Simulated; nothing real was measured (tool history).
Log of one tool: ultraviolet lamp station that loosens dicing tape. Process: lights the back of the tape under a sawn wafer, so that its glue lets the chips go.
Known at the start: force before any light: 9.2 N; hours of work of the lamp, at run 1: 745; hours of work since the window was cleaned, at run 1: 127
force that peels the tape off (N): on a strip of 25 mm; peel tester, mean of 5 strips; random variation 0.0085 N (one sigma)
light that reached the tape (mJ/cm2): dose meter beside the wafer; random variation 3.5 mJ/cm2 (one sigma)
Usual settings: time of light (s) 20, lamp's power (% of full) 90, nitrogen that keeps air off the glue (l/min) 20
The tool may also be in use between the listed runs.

| run | hour | time of light (s) | lamp's power (% of full) | nitrogen that keeps air off the glue (l/min) | hours of work of the lamp | hours of work since the window was cleaned | force that peels the tape off (N) | light that reached the tape (mJ/cm2) |
|---|---|---|---|---|---|---|---|---|
| 1 | 0.0 | 20 | 90 | 20 | 745 | 127 | 0.487 | 463 |
| 2 | 40.7 | 13 | 90 | 20 | 777 | 159 | 1.141 | 294 |
| 3 | 74.5 | 20 | 83 | 20 | 804 | 185 | 0.605 | 418 |
| 4 | 101.7 | 19 | 90 | 20 | 826 | 207 | 0.618 | 418 |
| 5 | 145.6 | 20 | 90 | 20 | 860 | 242 | 0.572 | 433 |
| 6 | 185.8 | 20 | 90 | 20 | 892 | 273 | 0.558 | 429 |
| 7 | 240.7 | 20 | 90 | 20 | 935 | 317 | 0.624 | 412 |
| 8 | 271.4 | 20 | 90 | 20 | 960 | 341 | 0.622 | 407 |
|  | 291.3 | window cleaned of glue's vapour |
| 9 | 333.2 | 20 | 90 | 20 | 1008 | 33 | 0.812 | 362 |
| 10 | 396.3 | 20 | 90 | 20 | 1058 | 83 | 0.855 | 345 |
| 11 | 426.3 | 20 | 90 | 39 | 1081 | 107 | 0.595 | 342 |
| 12 | 489.1 | 20 | 90 | 39 | 1131 | 156 | 0.630 | 330 |
| 13 | 537.9 | 29 | 90 | 20 | 1169 | 195 | 0.481 | 466 |
| 14 | 567.3 | 29 | 90 | 20 | 1193 | 218 | 0.526 | 464 |
| 15 | 597.5 | 29 | 90 | 20 | 1216 | 242 | 0.520 | 448 |
| 16 | 637.9 | 20 | 90 | 24 | 1248 | 274 | 1.012 | 300 |
|  | 653.5 | window cleaned of glue's vapour, once more |
| 17 | 686.2 | 20 | 90 | 16 | 1286 | 26 | 0.678 | 419 |
| 18 | 740.0 | 20 | 90 | 16 | 1329 | 68 | 0.743 | 401 |
| 19 | 784.0 | 20 | 90 | 16 | 1363 | 103 | 0.799 | 396 |
| 20 | 815.1 | 20 | 90 | 16 | 1388 | 128 | 0.829 | 385 |
| 21 | 861.8 | 20 | 90 | 16 | 1425 | 164 | 0.840 | 379 |
| 22 | 897.6 | 20 | 90 | 13 | 1453 | 193 | 1.033 | 371 |
| 23 | 942.2 | 20 | 90 | 13 | 1488 | 228 | 1.058 | 358 |
| 24 | 971.5 | 20 | 67 | 19 | 1511 | 251 | 1.446 | 265 |
| 25 | 1036.8 | 20 | 67 | 19 | 1563 | 302 | 1.484 | 256 |
| 26 | 1102.3 | 21 | 69 | 6 | 1614 | 354 | 2.625 | 268 |
|  | 1108.7 | window cleaned of glue's vapour |
| 27 | 1149.8 | 21 | 69 | 6 | 1652 | 32 | 2.313 | 300 |
| 28 | 1190.3 | 21 | 69 | 6 | 1684 | 64 | 2.406 | 289 |
| 29 | 1232.0 | 20 | 90 | 15 | 1716 | 97 | 1.001 | 359 |
| 30 | 1281.0 | 11 | 90 | 20 | 1755 | 136 | 2.326 | 193 |
| 31 | 1327.7 | 21 | 86 | 20 | 1792 | 173 | 0.901 | 338 |
|  | 1334.1 | lamp changed |
| 32 | 1391.3 | 21 | 86 | 20 | 45 | 222 | 0.397 | 525 |
| 33 | 1425.5 | 20 | 60 | 18 | 72 | 249 | 0.942 | 342 |
| 34 | 1458.3 | 37 | 60 | 30 | 98 | 275 | 0.262 | 620 |
| 35 | 1520.4 | 37 | 60 | 11 | 147 | 324 | 0.464 | 598 |
|  | 1561.0 | window cleaned of glue's vapour |
| 36 | 1567.4 | 37 | 60 | 11 | 184 | 5 | 0.386 | 662 |
| 37 | 1610.0 | 11 | 90 | 27 | 217 | 39 | 1.000 | 291 |
| 38 | 1659.4 | 11 | 98 | 36 | 256 | 78 | 0.715 | 308 |

Run 39 comes next. What will it give?
| 39 | 1717.6 | 22 | 69 | 11 | 302 | 124 | ? | ? |

{"run 39": {"force that peels the tape off (N)": 0.906, "light that reached the tape (mJ/cm2)": 426}}
Without the tool's hidden state the same run would have given force that peels the tape off (N) 0.693, light that reached the tape (mJ/cm2) 489.

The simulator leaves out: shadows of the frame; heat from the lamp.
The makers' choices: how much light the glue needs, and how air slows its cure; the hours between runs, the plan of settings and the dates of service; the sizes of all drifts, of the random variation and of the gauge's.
